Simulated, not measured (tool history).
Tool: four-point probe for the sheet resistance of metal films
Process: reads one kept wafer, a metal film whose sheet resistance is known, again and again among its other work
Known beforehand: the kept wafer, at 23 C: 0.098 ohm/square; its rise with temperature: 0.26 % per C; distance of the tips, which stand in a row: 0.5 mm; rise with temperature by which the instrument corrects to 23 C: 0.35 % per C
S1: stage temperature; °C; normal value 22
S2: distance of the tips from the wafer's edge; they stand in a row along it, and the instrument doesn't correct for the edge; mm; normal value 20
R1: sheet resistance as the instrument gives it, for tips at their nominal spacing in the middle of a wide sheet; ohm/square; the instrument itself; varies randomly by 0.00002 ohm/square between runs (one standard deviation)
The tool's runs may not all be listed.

run 1 hour=0.0 | S1=22 S2=20 | R1=0.098106
run 2 hour=13.3 | S1=22 S2=5 | R1=0.098604
run 3 hour=34.7 | S1=22 S2=5 | R1=0.098617
run 4 hour=62.6 | S1=22 S2=5 | R1=0.098590
run 5 hour=78.2 | S1=22 S2=5 | R1=0.098579
run 6 hour=93.1 | S1=22 S2=5 | R1=0.098616
run 7 hour=118.5 | S1=22 S2=5 | R1=0.098591
run 8 hour=146.8 | S1=22 S2=31 | R1=0.098139
run 9 hour=158.6 | S1=22 S2=31 | R1=0.098106
run 10 hour=176.3 | S1=22 S2=31 | R1=0.098089
run 11 hour=190.8 | S1=22 S2=31 | R1=0.098126
run 12 hour=202.4 | S1=26 S2=20 | R1=0.097734
run 13 hour=231.2 | S1=22 S2=20 | R1=0.098137
run 14 hour=249.5 | S1=22 S2=20 | R1=0.098152
run 15 hour=269.6 | S1=24 S2=20 | R1=0.097958
run 16 hour=289.2 | S1=19 S2=57 | R1=0.098379
run 17 hour=302.3 | S1=19 S2=27 | R1=0.098375
run 18 hour=322.5 | S1=19 S2=27 | R1=0.098403
run 19 hour=335.3 | S1=19 S2=6 | R1=0.098744
run 20 hour=353.6 | S1=19 S2=6 | R1=0.098760
run 21 hour=371.9 | S1=19 S2=6 | R1=0.098750
run 22 hour=394.3 | S1=21 S2=3 | R1=0.099593
run 23 hour=411.6 | S1=24 S2=5 | R1=0.098457

Consider 4 possible next runs. They are alternatives, not a sequence: every one starts from the tool as it was left by run 23. What does each give?
run A hour=435.9 | S1=25 S2=10 | R1=?
run B hour=435.9 | S1=24 S2=59 | R1=?
run C hour=435.9 | S1=23 S2=3 | R1=?
run D hour=435.9 | S1=30 S2=20 | R1=?

run=A R1=0.097936
run=B R1=0.097900
run=C R1=0.099437
run=D R1=0.097379
With no hidden state in the tool, these same runs would have given:
run=A R1=0.097941
run=B R1=0.097905
run=C R1=0.099442
run=D R1=0.097384
